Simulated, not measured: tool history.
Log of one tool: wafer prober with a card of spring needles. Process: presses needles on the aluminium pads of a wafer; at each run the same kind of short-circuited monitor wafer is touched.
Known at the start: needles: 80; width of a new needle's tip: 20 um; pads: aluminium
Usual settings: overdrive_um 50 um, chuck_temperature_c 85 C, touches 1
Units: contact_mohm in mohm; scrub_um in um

run	day	overdrive_um	chuck_temperature_c	touches	contact_mohm	scrub_um
1	0.000	50	85	1	329	11.20
# day 0.088: tips cleaned on abrasive film
# day 0.262: tips cleaned on abrasive film
# day 0.438: tips cleaned on abrasive film
# day 0.658: tips cleaned on abrasive film
# day 0.875: tips cleaned on abrasive film
# day 1.092: tips cleaned on abrasive film
# day 1.267: tips cleaned on abrasive film
# day 1.483: tips cleaned on abrasive film
# day 1.658: tips cleaned on abrasive film
# day 1.875: tips cleaned on abrasive film
# day 2.050: tips cleaned on abrasive film
# day 2.267: tips cleaned on abrasive film
# day 2.488: tips cleaned on abrasive film
# day 2.662: tips cleaned on abrasive film
# day 2.758: height of the first contact set anew
2	2.808	50	85	1	356	10.37
# day 2.854: tips cleaned on abrasive film
# day 3.071: tips cleaned on abrasive film
# day 3.246: tips cleaned on abrasive film
# day 3.462: tips cleaned on abrasive film
# day 3.679: tips cleaned on abrasive film
# day 3.854: tips cleaned on abrasive film
# day 4.075: tips cleaned on abrasive film
# day 4.292: tips cleaned on abrasive film
# day 4.467: tips cleaned on abrasive film
# day 4.683: tips cleaned on abrasive film
3	4.779	50	85	1	351	10.11
# day 4.871: tips cleaned on abrasive film
# day 5.088: tips cleaned on abrasive film
# day 5.304: tips cleaned on abrasive film
# day 5.479: tips cleaned on abrasive film
# day 5.654: tips cleaned on abrasive film
# day 5.871: tips cleaned on abrasive film
# day 6.046: tips cleaned on abrasive film
# day 6.262: tips cleaned on abrasive film
4	6.358	50	85	1	353	9.93
# day 6.450: tips cleaned on abrasive film
# day 6.621: tips cleaned on abrasive film
# day 6.842: tips cleaned on abrasive film
# day 7.017: tips cleaned on abrasive film
# day 7.192: tips cleaned on abrasive film
# day 7.408: tips cleaned on abrasive film
# day 7.625: tips cleaned on abrasive film
# day 7.800: tips cleaned on abrasive film
# day 8.017: tips cleaned on abrasive film
# day 8.233: tips cleaned on abrasive film
# day 8.454: tips cleaned on abrasive film
# day 8.625: tips cleaned on abrasive film
5	8.758	50	87	1	377	9.81
# day 8.804: tips cleaned on abrasive film
# day 8.979: tips cleaned on abrasive film
# day 9.200: tips cleaned on abrasive film
# day 9.417: tips cleaned on abrasive film
# day 9.592: tips cleaned on abrasive film
# day 9.808: tips cleaned on abrasive film
# day 9.983: tips cleaned on abrasive film
# day 10.158: tips cleaned on abrasive film
# day 10.375: tips cleaned on abrasive film
# day 10.550: tips cleaned on abrasive film
# day 10.725: tips cleaned on abrasive film
# day 10.942: tips cleaned on abrasive film
# day 11.117: tips cleaned on abrasive film
# day 11.292: tips cleaned on abrasive film
# day 11.508: tips cleaned on abrasive film
# day 11.683: tips cleaned on abrasive film
# day 11.900: tips cleaned on abrasive film
# day 12.121: tips cleaned on abrasive film
# day 12.338: tips cleaned on abrasive film
# day 12.512: tips cleaned on abrasive film
6	12.642	50	87	1	391	9.32
# day 12.688: tips cleaned on abrasive film
# day 12.908: tips cleaned on abrasive film
# day 13.083: tips cleaned on abrasive film
# day 13.300: tips cleaned on abrasive film
# day 13.517: tips cleaned on abrasive film
# day 13.692: tips cleaned on abrasive film
# day 13.908: tips cleaned on abrasive film
# day 14.125: tips cleaned on abrasive film
# day 14.342: tips cleaned on abrasive film
# day 14.517: tips cleaned on abrasive film
7	14.542	54	85	1	298	10.09
# day 14.717: tips cleaned on abrasive film
# day 14.933: tips cleaned on abrasive film
# day 15.108: tips cleaned on abrasive film
# day 15.329: tips cleaned on abrasive film
# day 15.504: tips cleaned on abrasive film
# day 15.721: tips cleaned on abrasive film
# day 15.938: tips cleaned on abrasive film
# day 16.079: height of the first contact set anew
# day 16.125: tips cleaned on abrasive film
# day 16.300: tips cleaned on abrasive film
# day 16.517: tips cleaned on abrasive film
# day 16.733: tips cleaned on abrasive film
8	16.771	50	28	1	269	12.17
# day 16.946: tips cleaned on abrasive film
# day 17.162: tips cleaned on abrasive film
# day 17.338: tips cleaned on abrasive film
# day 17.558: tips cleaned on abrasive film
# day 17.775: tips cleaned on abrasive film
# day 17.992: tips cleaned on abrasive film
# day 18.208: tips cleaned on abrasive film
# day 18.383: tips cleaned on abrasive film
# day 18.558: tips cleaned on abrasive film
# day 18.775: tips cleaned on abrasive film
# day 18.996: tips cleaned on abrasive film
# day 19.212: tips cleaned on abrasive film
# day 19.388: tips cleaned on abrasive film
9	19.392	50	104	1	274	11.76
# day 19.567: tips cleaned on abrasive film
# day 19.742: tips cleaned on abrasive film
# day 19.958: tips cleaned on abrasive film
# day 20.133: tips cleaned on abrasive film
# day 20.308: tips cleaned on abrasive film
# day 20.529: tips cleaned on abrasive film
# day 20.583: height of the first contact set anew, once more
# day 20.717: tips cleaned on abrasive film
# day 20.933: tips cleaned on abrasive film
# day 21.108: tips cleaned on abrasive film
# day 21.283: tips cleaned on abrasive film
# day 21.500: tips cleaned on abrasive film
# day 21.675: tips cleaned on abrasive film
# day 21.892: tips cleaned on abrasive film
# day 22.067: tips cleaned on abrasive film
# day 22.283: tips cleaned on abrasive film
# day 22.500: tips cleaned on abrasive film
# day 22.675: tips cleaned on abrasive film
# day 22.850: tips cleaned on abrasive film
# day 23.067: tips cleaned on abrasive film
# day 23.288: tips cleaned on abrasive film
10	23.308	50	104	1	289	11.83
# day 23.483: tips cleaned on abrasive film
# day 23.700: tips cleaned on abrasive film
# day 23.917: tips cleaned on abrasive film
# day 24.133: tips cleaned on abrasive film
# day 24.350: tips cleaned on abrasive film
# day 24.525: tips cleaned on abrasive film
# day 24.700: tips cleaned on abrasive film
# day 24.921: tips cleaned on abrasive film
# day 25.096: tips cleaned on abrasive film
# day 25.271: tips cleaned on abrasive film
# day 25.442: tips cleaned on abrasive film
# day 25.662: tips cleaned on abrasive film
# day 25.879: tips cleaned on abrasive film
# day 26.096: tips cleaned on abrasive film
11	26.096	56	85	2	250	13.04
# day 26.271: tips cleaned on abrasive film
# day 26.488: tips cleaned on abrasive film
# day 26.662: tips cleaned on abrasive film
# day 26.879: tips cleaned on abrasive film
# day 27.054: tips cleaned on abrasive film
# day 27.229: tips cleaned on abrasive film
# day 27.446: tips cleaned on abrasive film
# day 27.621: tips cleaned on abrasive film
# day 27.796: tips cleaned on abrasive film
# day 28.012: tips cleaned on abrasive film
# day 28.188: tips cleaned on abrasive film
# day 28.404: tips cleaned on abrasive film
# day 28.625: tips cleaned on abrasive film
# day 28.842: tips cleaned on abrasive film
12	28.971	68	85	1	305	15.47
# day 29.021: tips cleaned on abrasive film
# day 29.238: tips cleaned on abrasive film
# day 29.454: tips cleaned on abrasive film
# day 29.629: tips cleaned on abrasive film
# day 29.846: tips cleaned on abrasive film
# day 30.021: tips cleaned on abrasive film
# day 30.196: tips cleaned on abrasive film
# day 30.412: tips cleaned on abrasive film
# day 30.633: tips cleaned on abrasive film
# day 30.850: tips cleaned on abrasive film
# day 31.025: tips cleaned on abrasive film
# day 31.242: tips cleaned on abrasive film
# day 31.458: tips cleaned on abrasive film
# day 31.675: tips cleaned on abrasive film
# day 31.896: tips cleaned on abrasive film
# day 32.112: tips cleaned on abrasive film
# day 32.288: tips cleaned on abrasive film
# day 32.504: tips cleaned on abrasive film
13	32.629	68	102	1	323	15.37
# day 32.717: tips cleaned on abrasive film
# day 32.892: tips cleaned on abrasive film
# day 33.067: tips cleaned on abrasive film
# day 33.242: tips cleaned on abrasive film
# day 33.462: tips cleaned on abrasive film
# day 33.679: tips cleaned on abrasive film
# day 33.854: tips cleaned on abrasive film
# day 33.908: height of the first contact set anew
# day 34.083: tips cleaned on abrasive film
# day 34.258: tips cleaned on abrasive film
# day 34.433: tips cleaned on abrasive film
# day 34.650: tips cleaned on abrasive film
14	34.650	68	102	1	257	16.62
# day 34.867: tips cleaned on abrasive film
# day 35.083: tips cleaned on abrasive film
# day 35.304: tips cleaned on abrasive film
# day 35.479: tips cleaned on abrasive film
# day 35.696: tips cleaned on abrasive film
# day 35.912: tips cleaned on abrasive film
# day 36.129: tips cleaned on abrasive film
# day 36.346: tips cleaned on abrasive film
# day 36.562: tips cleaned on abrasive film
# day 36.783: tips cleaned on abrasive film
# day 36.958: tips cleaned on abrasive film
# day 37.175: tips cleaned on abrasive film
# day 37.350: tips cleaned on abrasive film
# day 37.567: tips cleaned on abrasive film
# day 37.742: tips cleaned on abrasive film
# day 37.958: tips cleaned on abrasive film
# day 38.175: tips cleaned on abrasive film
# day 38.396: tips cleaned on abrasive film
15	38.500	35	68	1	463	8.15

3 ways to go on from here, each from the tool as it stands after run 15. What would each give?
# day 38.588: tips cleaned on abrasive film
# day 38.762: tips cleaned on abrasive film
# day 38.938: tips cleaned on abrasive film
# day 39.112: tips cleaned on abrasive film
# day 39.329: tips cleaned on abrasive film
# day 39.546: tips cleaned on abrasive film
# day 39.762: tips cleaned on abrasive film
# day 39.983: tips cleaned on abrasive film
# day 40.158: tips cleaned on abrasive film
# day 40.375: tips cleaned on abrasive film
# day 40.592: tips cleaned on abrasive film
# day 40.808: tips cleaned on abrasive film
# day 41.025: tips cleaned on abrasive film
# day 41.200: tips cleaned on abrasive film
# day 41.408: tips cleaned on abrasive film
A	41.408	66	84	2	?	?
# day 38.588: tips cleaned on abrasive film
# day 38.762: tips cleaned on abrasive film
# day 38.938: tips cleaned on abrasive film
# day 39.112: tips cleaned on abrasive film
# day 39.329: tips cleaned on abrasive film
# day 39.546: tips cleaned on abrasive film
# day 39.762: tips cleaned on abrasive film
# day 39.983: tips cleaned on abrasive film
# day 40.158: tips cleaned on abrasive film
# day 40.375: tips cleaned on abrasive film
# day 40.592: tips cleaned on abrasive film
# day 40.808: tips cleaned on abrasive film
# day 41.025: tips cleaned on abrasive film
# day 41.200: tips cleaned on abrasive film
# day 41.408: tips cleaned on abrasive film
B	41.408	53	27	3	?	?
# day 38.588: tips cleaned on abrasive film
# day 38.762: tips cleaned on abrasive film
# day 38.938: tips cleaned on abrasive film
# day 39.112: tips cleaned on abrasive film
# day 39.329: tips cleaned on abrasive film
# day 39.546: tips cleaned on abrasive film
# day 39.762: tips cleaned on abrasive film
# day 39.983: tips cleaned on abrasive film
# day 40.158: tips cleaned on abrasive film
# day 40.375: tips cleaned on abrasive film
# day 40.592: tips cleaned on abrasive film
# day 40.808: tips cleaned on abrasive film
# day 41.025: tips cleaned on abrasive film
# day 41.200: tips cleaned on abrasive film
# day 41.408: tips cleaned on abrasive film
C	41.408	49	87	1	?	?

run	contact_mohm	scrub_um
A	249	15.36
B	246	12.02
C	272	11.16
Without the tool's hidden state the same runs would have given:
run	contact_mohm	scrub_um
A	234	16.19
B	229	12.84
C	245	11.99
